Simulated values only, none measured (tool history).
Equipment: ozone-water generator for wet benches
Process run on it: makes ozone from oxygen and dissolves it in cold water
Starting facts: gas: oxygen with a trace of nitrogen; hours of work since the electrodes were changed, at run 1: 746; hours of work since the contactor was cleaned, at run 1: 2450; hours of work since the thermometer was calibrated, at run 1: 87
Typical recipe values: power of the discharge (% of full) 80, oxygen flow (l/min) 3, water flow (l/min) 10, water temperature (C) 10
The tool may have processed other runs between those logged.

run   hour  power of the discharge (% of full)  oxygen flow (l/min)  water flow (l/min)  water temperature (C)  hours of work since the electrodes were changed  hours of work since the contactor was cleaned  hours of work since the thermometer was calibrated  dissolved ozone (ppm)  ozone in the gas ahead of the water (g/m3)
  1      0                                  80                    3                  10                     10                                              746                                           2450                                                  87                   38.4                                         282
  2   36.2                                  80                    3                  10                     10                                              776                                           2480                                                 117                   39.2                                       278.9
  3   74.7                                  80                    3                  10                      8                                              808                                           2512                                                 149                   39.9                                       277.7
  4   99.4                                  80                    3                  12                     10                                              829                                           2533                                                 169                   33.9                                       279.3
  5  131.5                                  80                    3                  12                     10                                              855                                           2559                                                 196                   33.6                                       278.6
  6    151                                  80                    3                  13                     10                                              871                                           2575                                                 212                   31.6                                       279.9
  7  176.9                                  80                    3                  10                     12                                              893                                           2597                                                 234                   37.6                                       280.4
  8  209.5                                  80                    3                  10                     12                                              920                                           2624                                                 261                   37.8                                       282.8
  9  239.9                                  44                    3                  10                     10                                              945                                           2649                                                 286                   24.5                                       179.4
 10  265.9                                  65                    3                  10                     17                                              967                                           2671                                                 307                   29.4                                       240.7
 11  286.4                                  82                    3                  14                     10                                              984                                           2688                                                 324                   29.7                                       282.4
 12  327.7                                  45                    3                  14                     13                                             1018                                           2722                                                 359                   18.4                                       181.7
 13  368.7                                  45                    3                  14                     13                                             1052                                           2756                                                 393                   18.5                                       182.1
 14  399.7                                  45                    3                  14                     13                                             1078                                           2782                                                 418                   18.6                                       181.8
 15  427.4                                  69                 1.51                  10                     10                                             1101                                           2805                                                 441                   30.3                                       351.5

Forecast each of these 3 alternatives for the next run:
  A  462.9                                  96                 1.51                   8                      6                                             1130                                           2834                                                 471                      ?                                           ?
  B  462.9                                  97                    3                  10                     18                                             1130                                           2834                                                 471                      ?                                           ?
  C  462.9                                  58                 3.09                  15                     10                                             1130                                           2834                                                 471                      ?                                           ?

run  dissolved ozone (ppm)  ozone in the gas ahead of the water (g/m3)
  A                   49.6                                       439.8
  B                   38.9                                       321.5
  C                   21.8                                       215.3
What these runs would have given with no unlogged condition in the tool:
run  dissolved ozone (ppm)  ozone in the gas ahead of the water (g/m3)
  A                   52.6                                         456
  B                   41.4                                       333.4
  C                     23                                       220.8
